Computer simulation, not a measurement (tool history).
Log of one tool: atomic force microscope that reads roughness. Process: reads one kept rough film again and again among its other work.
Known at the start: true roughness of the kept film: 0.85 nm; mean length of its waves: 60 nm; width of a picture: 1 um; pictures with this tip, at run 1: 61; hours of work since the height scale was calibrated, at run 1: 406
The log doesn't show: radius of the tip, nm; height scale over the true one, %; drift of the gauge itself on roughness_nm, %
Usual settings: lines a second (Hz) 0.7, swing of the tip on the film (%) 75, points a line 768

run     day  lines a second (Hz)  swing of the tip on the film (%)  points a line  pictures with this tip  hours of work since the height scale was calibrated  roughness of the kept film (nm (root mean square))
  1       0                  0.7                                75            768                      61                                                  406                                               0.792
       0.45  -- new tip fitted
  2   1.446                  0.7                                75            768                      42                                                  425                                               0.793
      2.279  -- new tip fitted
  3   2.821                  0.7                                65            768                      23                                                  443                                               0.817
  4   4.046                  0.7                                75            768                      74                                                  459                                               0.791
      4.221  -- new tip fitted
  5   5.017                  0.7                                75            768                      33                                                  472                                               0.797
      6.067  -- new tip fitted
  6   6.079                  0.7                                75            768                       0                                                  486                                                 0.8
  7   7.404                  0.7                                75            768                      56                                                  503                                               0.793
      7.958  -- new tip fitted
  8   9.367                  0.7                                75            768                      60                                                  529                                               0.791
      9.788  -- new tip fitted
  9  10.342                  0.7                                75            768                      23                                                  541                                               0.798
 10  11.562                  0.7                                75            768                      74                                                  558                                               0.792
      11.75  -- new tip fitted
 11  13.262                  0.7                                75            768                      64                                                  580                                               0.791
     13.688  -- new tip fitted
 12  14.412                  0.7                                75            768                      31                                                  595                                               0.796
     15.558  -- new tip fitted
 13   16.05                2.462                                75            768                      21                                                  616                                                 0.7
     16.262  -- height scale calibrated on a step standard
     17.483  -- new tip fitted
 14  18.062                2.462                                75            522                      25                                                   24                                                 0.7
     19.312  -- new tip fitted
 15  19.754                2.462                                75            522                      18                                                   46                                               0.702
     21.154  -- new tip fitted
 16  21.458                2.462                                75            522                      13                                                   68                                                 0.7
 17  22.792                  0.7                                75            608                      69                                                   86                                               0.793
     22.962  -- new tip fitted
 18  24.117                  0.7                                70            874                      48                                                  103                                               0.808
     24.808  -- new tip fitted
 19  25.358                1.068                                75            768                      23                                                  119                                               0.773

Run 20 comes next. What will it give?
     26.662  -- new tip fitted
 20  27.354                1.068                                75            768                      29                                                  145                                                   ?

{"run 20": {"roughness of the kept film (nm (root mean square))": 0.776}}
Without the tool's hidden state the same run would have given roughness of the kept film (nm (root mean square)) 0.775.
